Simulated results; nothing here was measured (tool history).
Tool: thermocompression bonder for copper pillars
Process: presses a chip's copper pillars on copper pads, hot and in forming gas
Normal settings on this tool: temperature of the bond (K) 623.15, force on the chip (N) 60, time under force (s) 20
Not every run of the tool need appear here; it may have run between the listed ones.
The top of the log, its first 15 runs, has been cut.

run	hour	temperature of the bond (K)	force on the chip (N)	time under force (s)	hours of work since the heater was calibrated	hours of work since the force cell was calibrated	hours of work since the gas filter was changed	force that shears a chip off (N)
16	121.4	623.15	60	20	389	232	215	88.9
17	130.5	623.15	48	20	395	238	221	79.7
18	137.6	623.15	48	20	400	243	226	79.6
19	146.7	623.15	66	20	405	248	231	93.0
20	154.1	609.15	55	43	410	253	236	97.6
21	161.7	609.15	55	43	415	258	241	97.4
22	171.7	609.15	55	43	421	264	247	97.5
# hour 174.2: heater calibrated with a thermocouple chip
23	183.3	623.15	87	29	6	270	253	113.8
24	189.3	631.15	38	10	9	274	257	57.2
25	198.4	629.15	38	10	15	279	262	56.0
26	206.9	629.15	38	10	20	285	268	55.6
27	215.4	629.15	38	10	26	290	273	55.7
# hour 220.5: heater calibrated with a thermocouple chip, once more
28	226.4	631.15	60	42	4	296	279	113.0
29	237.8	623.15	51	20	11	303	286	82.2
30	249.0	638.15	38	33	18	310	293	90.6
31	254.3	632.15	43	33	21	313	296	93.3
32	262.2	632.15	43	33	26	318	301	93.7

Run 33, settings as shown, results not yet in. Your forecast:
33	272.4	632.15	43	33	32	324	307	?

force that shears a chip off (N): 93.8
Without the tool's hidden state the same run would have given force that shears a chip off (N) 95.2.
